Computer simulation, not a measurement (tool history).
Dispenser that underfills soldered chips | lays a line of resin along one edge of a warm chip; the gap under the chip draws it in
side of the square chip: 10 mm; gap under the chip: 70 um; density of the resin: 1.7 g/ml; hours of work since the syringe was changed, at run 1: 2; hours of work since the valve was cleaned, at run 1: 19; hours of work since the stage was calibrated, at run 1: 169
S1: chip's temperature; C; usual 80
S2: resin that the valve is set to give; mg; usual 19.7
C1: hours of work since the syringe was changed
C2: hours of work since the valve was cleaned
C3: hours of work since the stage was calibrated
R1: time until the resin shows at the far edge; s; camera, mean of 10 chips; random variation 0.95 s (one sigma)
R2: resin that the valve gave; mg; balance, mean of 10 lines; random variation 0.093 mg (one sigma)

| run | hour | S1 | S2 | C1 | C2 | C3 | R1 | R2 |
|---|---|---|---|---|---|---|---|---|
| 1 | 0 | 80 | 19.7 | 2 | 19 | 169 | 105.5 | 19.25 |
| 2 | 5.9 | 80 | 19.7 | 6 | 24 | 174 | 140 | 19.34 |
|  | 7.3 | new syringe of resin |
| 3 | 11.3 | 71 | 19.7 | 3 | 28 | 178 | 182.5 | 19.14 |
|  | 16.8 | new syringe of resin |
| 4 | 19.3 | 89 | 19.7 | 2 | 34 | 184 | 69.7 | 19.19 |
| 5 | 23.7 | 75 | 19.7 | 6 | 37 | 187 | 173.4 | 19.16 |
|  | 25.9 | new syringe of resin |
| 6 | 32 | 75 | 19.7 | 5 | 44 | 194 | 165.8 | 18.95 |
|  | 35 | new syringe of resin |
| 7 | 38.3 | 75 | 19.7 | 3 | 48 | 199 | 145.6 | 19.04 |
| 8 | 43 | 80 | 24.9 | 6 | 52 | 202 | 141.8 | 23.75 |
|  | 44.4 | new syringe of resin |
| 9 | 50.8 | 80 | 24.9 | 5 | 58 | 208 | 132.2 | 23.72 |
|  | 53.6 | new syringe of resin |
| 10 | 54.5 | 80 | 24.9 | 1 | 61 | 211 | 98.9 | 23.5 |
| 11 | 58.1 | 80 | 19.8 | 4 | 64 | 214 | 120 | 18.8 |
|  | 62.9 | new syringe of resin |
| 12 | 64.4 | 80 | 19.8 | 1 | 69 | 219 | 101.9 | 18.71 |
|  | 72.4 | new syringe of resin |
| 13 | 72.6 | 80 | 19.8 | 0 | 75 | 225 | 97.6 | 18.68 |
| 14 | 76 | 80 | 19.8 | 3 | 78 | 228 | 119.6 | 18.46 |
| 15 | 80 | 89 | 19.7 | 6 | 81 | 231 | 92.8 | 18.22 |
|  | 81.4 | new syringe of resin |
| 16 | 86.2 | 89 | 19.7 | 4 | 86 | 236 | 80.4 | 18.27 |
|  | 90.6 | new syringe of resin |
| 17 | 90.6 | 76 | 19.7 | 0 | 89 | 239 | 116.5 | 18.36 |
| 18 | 98.3 | 94 | 19.7 | 6 | 95 | 245 | 75.5 | 18.06 |
|  | 99.8 | new syringe of resin |
| 19 | 106.3 | 74 | 20.3 | 5 | 101 | 251 | 180.4 | 18.57 |
|  | 108.8 | new syringe of resin |
| 20 | 110.5 | 74 | 20.3 | 1 | 104 | 254 | 143.3 | 18.35 |
|  | 118 | new syringe of resin |
| 21 | 118.9 | 85 | 19.7 | 1 | 111 | 261 | 81.7 | 17.66 |
|  | 122.3 | dispensing valve cleaned and set on the balance |
| 22 | 126.5 | 85 | 20 | 6 | 3 | 266 | 114.3 | 19.98 |
|  | 128.5 | new syringe of resin |
| 23 | 133.7 | 80 | 22 | 4 | 9 | 271 | 123.7 | 22.1 |
|  | 137.7 | new syringe of resin |
| 24 | 138.2 | 80 | 22 | 0 | 12 | 275 | 99.9 | 21.96 |
| 25 | 144.6 | 72 | 20.8 | 6 | 17 | 280 | 203.8 | 20.33 |
|  | 147.3 | new syringe of resin |
| 26 | 149.9 | 66 | 23.9 | 2 | 21 | 284 | 228.1 | 23.55 |
| 27 | 153.5 | 66 | 23.9 | 5 | 24 | 287 | 278 | 23.39 |
|  | 156.3 | new syringe of resin |
| 28 | 162 | 75 | 19.7 | 5 | 31 | 293 | 168.8 | 19.35 |
|  | 165.6 | new syringe of resin |
| 29 | 170.5 | 84 | 25.4 | 4 | 37 | 300 | 105.8 | 24.76 |
|  | 175.1 | new syringe of resin |
| 30 | 176.8 | 78 | 25.4 | 1 | 42 | 305 | 114.4 | 24.58 |
|  | 184.6 | new syringe of resin |
| 31 | 184.7 | 78 | 25.4 | 0 | 48 | 311 | 105.9 | 24.29 |
| 32 | 191.4 | 78 | 25.4 | 5 | 53 | 316 | 151.7 | 23.99 |
|  | 193.8 | new syringe of resin |
| 33 | 199.1 | 78 | 25.4 | 4 | 59 | 322 | 138.2 | 23.91 |

How the hidden state differs across the entries between the runs, from the last listed run before each to the first after it:
Between runs 2 and 3: new syringe of resin (hour 7.3)
  resin's viscosity, % of fresh resin's: 151.8 -> 123.4; dose that the valve gives, % of what is set: 97.85 -> 97.49; true chip temperature over the reading, C: -0.82 -> -0.85
  measured less the result without the state, R1: +51.6 -> +41.2 s; R2: -0.42 -> -0.49 mg
Between runs 3 and 4: new syringe of resin (hour 16.8)
  resin's viscosity, % of fresh resin's: 123.4 -> 113.8; dose that the valve gives, % of what is set: 97.49 -> 96.93; true chip temperature over the reading, C: -0.85 -> -0.89
  measured less the result without the state, R1: +41.2 -> +11.1 s; R2: -0.49 -> -0.6 mg
Between runs 5 and 6: new syringe of resin (hour 25.9)
  resin's viscosity, % of fresh resin's: 142.7 -> 135.7; dose that the valve gives, % of what is set: 96.59 -> 96.04; true chip temperature over the reading, C: -0.91 -> -0.96
  measured less the result without the state, R1: +57.8 -> +49.6 s; R2: -0.68 -> -0.78 mg
Between runs 6 and 7: new syringe of resin (hour 35)
  resin's viscosity, % of fresh resin's: 135.7 -> 119.8; dose that the valve gives, % of what is set: 96.04 -> 95.6; true chip temperature over the reading, C: -0.96 -> -0.99
  measured less the result without the state, R1: +49.6 -> +30.4 s; R2: -0.78 -> -0.88 mg
Between runs 8 and 9: new syringe of resin (hour 44.4)
  resin's viscosity, % of fresh resin's: 153 -> 139.8; dose that the valve gives, % of what is set: 95.28 -> 94.77; true chip temperature over the reading, C: -1.01 -> -1.05
  measured less the result without the state, R1: +53.5 -> +42.4 s; R2: -1.18 -> -1.31 mg
Between runs 9 and 10: new syringe of resin (hour 53.6)
  resin's viscosity, % of fresh resin's: 139.8 -> 105.2; dose that the valve gives, % of what is set: 94.77 -> 94.55; true chip temperature over the reading, C: -1.05 -> -1.07
  measured less the result without the state, R1: +42.4 -> +9.7 s; R2: -1.31 -> -1.36 mg
Between runs 11 and 12: new syringe of resin (hour 62.9)
  resin's viscosity, % of fresh resin's: 127 -> 108.4; dose that the valve gives, % of what is set: 94.33 -> 93.89; true chip temperature over the reading, C: -1.09 -> -1.13
  measured less the result without the state, R1: +30.9 -> +13.5 s; R2: -1.12 -> -1.21 mg
Between runs 12 and 13: new syringe of resin (hour 72.4)
  resin's viscosity, % of fresh resin's: 108.4 -> 101.6; dose that the valve gives, % of what is set: 93.89 -> 93.33; true chip temperature over the reading, C: -1.13 -> -1.17
  measured less the result without the state, R1: +13.5 -> +7.5 s; R2: -1.21 -> -1.33 mg
Between runs 15 and 16: new syringe of resin (hour 81.4)
  resin's viscosity, % of fresh resin's: 149.6 -> 128; dose that the valve gives, % of what is set: 92.78 -> 92.38; true chip temperature over the reading, C: -1.2 -> -1.24
  measured less the result without the state, R1: +34.5 -> +21.6 s; R2: -1.42 -> -1.5 mg
Between runs 16 and 17: new syringe of resin (hour 90.6)
  resin's viscosity, % of fresh resin's: 128 -> 99.4; dose that the valve gives, % of what is set: 92.38 -> 92.08; true chip temperature over the reading, C: -1.24 -> -1.26
  measured less the result without the state, R1: +21.6 -> +7.4 s; R2: -1.5 -> -1.57 mg
Between runs 18 and 19: new syringe of resin (hour 99.8)
  resin's viscosity, % of fresh resin's: 148.4 -> 139.2; dose that the valve gives, % of what is set: 91.56 -> 91.02; true chip temperature over the reading, C: -1.3 -> -1.34
  measured less the result without the state, R1: +28 -> +60.3 s; R2: -1.67 -> -1.84 mg
Between runs 19 and 20: new syringe of resin (hour 108.8)
  resin's viscosity, % of fresh resin's: 139.2 -> 109.9; dose that the valve gives, % of what is set: 91.02 -> 90.75; true chip temperature over the reading, C: -1.34 -> -1.36
  measured less the result without the state, R1: +60.3 -> +22.7 s; R2: -1.84 -> -1.87 mg
Between runs 20 and 21: new syringe of resin (hour 118)
  resin's viscosity, % of fresh resin's: 109.9 -> 105.4; dose that the valve gives, % of what is set: 90.75 -> 90.18; true chip temperature over the reading, C: -1.36 -> -1.4
  measured less the result without the state, R1: +22.7 -> +10.2 s; R2: -1.87 -> -1.93 mg
Between runs 21 and 22: dispensing valve cleaned and set on the balance (hour 122.3)
  resin's viscosity, % of fresh resin's: 105.4 -> 149; dose that the valve gives, % of what is set: 90.18 -> 99.72; true chip temperature over the reading, C: -1.4 -> -1.44
  measured less the result without the state, R1: +10.2 -> +42.5 s; R2: -1.93 -> -0.06 mg
Between runs 22 and 23: new syringe of resin (hour 128.5)
  resin's viscosity, % of fresh resin's: 149 -> 129.2; dose that the valve gives, % of what is set: 99.72 -> 99.25; true chip temperature over the reading, C: -1.44 -> -1.48
  measured less the result without the state, R1: +42.5 -> +34.5 s; R2: -0.06 -> -0.16 mg
Between runs 23 and 24: new syringe of resin (hour 137.7)
  resin's viscosity, % of fresh resin's: 129.2 -> 103.7; dose that the valve gives, % of what is set: 99.25 -> 98.95; true chip temperature over the reading, C: -1.48 -> -1.51
  measured less the result without the state, R1: +34.5 -> +10.4 s; R2: -0.16 -> -0.24 mg
Between runs 25 and 26: new syringe of resin (hour 147.3)
  resin's viscosity, % of fresh resin's: 144.2 -> 116.6; dose that the valve gives, % of what is set: 98.51 -> 98.17; true chip temperature over the reading, C: -1.54 -> -1.57
  measured less the result without the state, R1: +73.2 -> +48.1 s; R2: -0.31 -> -0.44 mg
Between runs 27 and 28: new syringe of resin (hour 156.3)
  resin's viscosity, % of fresh resin's: 140.5 -> 135; dose that the valve gives, % of what is set: 97.92 -> 97.34; true chip temperature over the reading, C: -1.58 -> -1.63
  measured less the result without the state, R1: +95.8 -> +53.7 s; R2: -0.5 -> -0.53 mg
Between runs 28 and 29: new syringe of resin (hour 165.6)
  resin's viscosity, % of fresh resin's: 135 -> 130.4; dose that the valve gives, % of what is set: 97.34 -> 96.8; true chip temperature over the reading, C: -1.63 -> -1.67
  measured less the result without the state, R1: +53.7 -> +30.9 s; R2: -0.53 -> -0.82 mg
Between runs 29 and 30: new syringe of resin (hour 175.1)
  resin's viscosity, % of fresh resin's: 130.4 -> 108.5; dose that the valve gives, % of what is set: 96.8 -> 96.4; true chip temperature over the reading, C: -1.67 -> -1.71
  measured less the result without the state, R1: +30.9 -> +17.5 s; R2: -0.82 -> -0.91 mg
Between runs 30 and 31: new syringe of resin (hour 184.6)
  resin's viscosity, % of fresh resin's: 108.5 -> 100.5; dose that the valve gives, % of what is set: 96.4 -> 95.91; true chip temperature over the reading, C: -1.71 -> -1.75
  measured less the result without the state, R1: +17.5 -> +9.1 s; R2: -0.91 -> -1.04 mg
Between runs 32 and 33: new syringe of resin (hour 193.8)
  resin's viscosity, % of fresh resin's: 142.4 -> 129.2; dose that the valve gives, % of what is set: 95.43 -> 94.93; true chip temperature over the reading, C: -1.78 -> -1.82
  measured less the result without the state, R1: +54.2 -> +40.3 s; R2: -1.16 -> -1.28 mg
